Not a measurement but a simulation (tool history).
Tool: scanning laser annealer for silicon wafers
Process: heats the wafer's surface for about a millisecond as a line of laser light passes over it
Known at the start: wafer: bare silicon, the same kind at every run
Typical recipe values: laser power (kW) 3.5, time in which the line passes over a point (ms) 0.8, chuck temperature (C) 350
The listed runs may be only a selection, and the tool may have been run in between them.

run   hour  laser power (kW)  time in which the line passes over a point (ms)  chuck temperature (C)  highest temperature of the surface (C)
  1      0               3.5                                              0.8                    350                                    1076
  2    6.7               3.5                                              0.8                    350                                    1075
  3   17.8               3.5                                              0.8                    350                                    1078
  4     28               3.5                                              0.8                    350                                    1076
        35  -- window over the wafer cleaned
  5   41.6               3.5                                              0.8                    350                                    1092
  6   50.2               3.5                                              0.8                    350                                    1092
  7   60.4               3.5                                              0.8                    350                                    1092
  8   66.6               3.5                                            0.633                    350                                    1009
  9   75.6               3.5                                              0.8                    350                                    1090
 10   85.1               3.5                                            0.576                    350                                     975
 11     93               3.5                                              0.8                    350                                    1092
 12  102.2               3.5                                              0.8                    350                                    1091
 13  108.3               3.5                                              0.8                    350                                    1091
 14  119.7               3.5                                              0.8                    350                                    1093
 15  130.4               3.5                                              0.8                    350                                    1091
 16  140.6               3.5                                              0.8                    370                                    1111
 17  151.1               3.5                                            0.899                    350                                    1138
 18  157.2               3.5                                              0.8                    350                                    1091
 19  162.3               3.5                                              0.8                    350                                    1087
 20  171.8               3.5                                              0.8                    350                                    1089
 21  179.4               3.5                                              0.8                    384                                    1124
 22  189.4               3.5                                            0.754                    323                                    1039
 23  200.8             3.256                                            0.762                    335                                    1010
 24  205.6              3.01                                              0.8                    376                                    1021
 25  215.9              3.01                                              0.8                    376                                    1020
 26    222             3.593                                            0.751                    379                                    1110
 27  230.7             3.593                                            0.751                    379                                    1110
 28  242.2               3.5                                            0.711                    363                                    1056
 29  248.7             3.087                                              0.8                    371                                    1030
     252.6  -- laser's power meter calibrated
 30  259.9             3.572                                            0.973                    343                                    1174
     274.2  -- laser's power meter calibrated, once more
 31  274.2             3.572                                            0.973                    343                                    1172
 32  282.8             3.572                                            0.973                    343                                    1173
 33  287.6             3.348                                              0.8                    315                                    1021
 34  296.3             3.348                                            0.747                    359                                    1043
 35  308.2             3.565                                            0.747                    359                                    1080
 36  313.1             3.565                                            0.565                    359                                     982
 37  323.6             3.809                                              0.8                    350                                    1142
 38  333.1             3.809                                            0.651                    311                                    1024
 39  338.5             3.607                                             0.66                    371                                    1054
 40  345.3             3.667                                            0.638                    371                                    1053
 41    352             3.009                                              0.8                    350                                     990
 42  363.2             3.846                                              0.8                    350                                    1148

Below are 3 alternative next runs, each starting from the tool's condition after run 42. Predict each:
  A   371             3.417                                            0.717                    374                                       ?
  B   371               3.5                                            0.658                    359                                       ?
  C   371             3.846                                            0.781                    350                                       ?

run  highest temperature of the surface (C)
  A                                    1052
  B                                    1021
  C                                    1137
What these runs would have given with no unlogged condition in the tool:
run  highest temperature of the surface (C)
  A                                    1064
  B                                    1033
  C                                    1151

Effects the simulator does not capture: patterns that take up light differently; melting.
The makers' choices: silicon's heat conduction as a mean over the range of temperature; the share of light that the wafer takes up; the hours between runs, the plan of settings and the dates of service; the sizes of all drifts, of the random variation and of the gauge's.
